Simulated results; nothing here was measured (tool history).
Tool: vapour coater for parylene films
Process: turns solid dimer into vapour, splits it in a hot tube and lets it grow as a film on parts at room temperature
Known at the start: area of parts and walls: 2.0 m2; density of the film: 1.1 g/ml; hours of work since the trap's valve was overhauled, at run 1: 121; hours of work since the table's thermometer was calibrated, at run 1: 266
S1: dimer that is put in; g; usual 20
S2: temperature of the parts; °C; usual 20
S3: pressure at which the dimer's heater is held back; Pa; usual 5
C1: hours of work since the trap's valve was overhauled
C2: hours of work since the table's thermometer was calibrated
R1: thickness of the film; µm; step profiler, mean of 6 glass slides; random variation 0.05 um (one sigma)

| run | hour | S1 | S2 | S3 | C1 | C2 | R1 |
|---|---|---|---|---|---|---|---|
| 1 | 0 | 20 | 20 | 5 | 121 | 266 | 5.47 |
| 2 | 27.5 | 20 | 20 | 5 | 136 | 281 | 5.54 |
| 3 | 52.5 | 20 | 20 | 5 | 149 | 294 | 5.42 |
| 4 | 75 | 20 | 20 | 5 | 161 | 306 | 5.42 |
| 5 | 99.6 | 20 | 20 | 4.87 | 174 | 319 | 5.39 |
| 6 | 135.7 | 20 | 20 | 4.87 | 194 | 338 | 5.34 |
| 7 | 151.5 | 20 | 20 | 4.87 | 202 | 347 | 5.34 |
| 8 | 178.4 | 20 | 20 | 4.87 | 217 | 361 | 5.32 |
| 9 | 209 | 20 | 20 | 4.87 | 233 | 378 | 5.33 |
| 10 | 223.6 | 20 | 20 | 3.69 | 241 | 385 | 5.55 |
| 11 | 249.8 | 20 | 20 | 5 | 255 | 399 | 5.2 |
| 12 | 276.4 | 20 | 20 | 5 | 269 | 414 | 5.21 |
| 13 | 297.1 | 20 | 18 | 5 | 280 | 425 | 5.48 |
| 14 | 318.8 | 20 | 18 | 5 | 292 | 436 | 5.62 |
| 15 | 341.5 | 29 | 18 | 5 | 304 | 449 | 8.13 |
| 16 | 372.6 | 29 | 19 | 5 | 321 | 465 | 7.78 |
| 17 | 394.2 | 20 | 20 | 2.55 | 332 | 477 | 5.76 |
|  | 400.2 | trap's valve overhauled |
| 18 | 416.8 | 20 | 20 | 2.55 | 9 | 487 | 6.45 |
| 19 | 450.7 | 20 | 20 | 2.55 | 27 | 505 | 6.35 |
| 20 | 470.1 | 27 | 25 | 11.26 | 37 | 515 | 5.63 |
| 21 | 503.5 | 35 | 25 | 7.65 | 55 | 533 | 7.71 |
| 22 | 526.3 | 10 | 18 | 2.97 | 67 | 545 | 3.33 |

Run 23 comes next. What will it give?
| 23 | 562.1 | 10 | 15 | 8.41 | 87 | 564 | ? |

Run 23 gave R1 3.09 µm.
Without the tool's hidden state the same run would have given R1 3.16 µm.
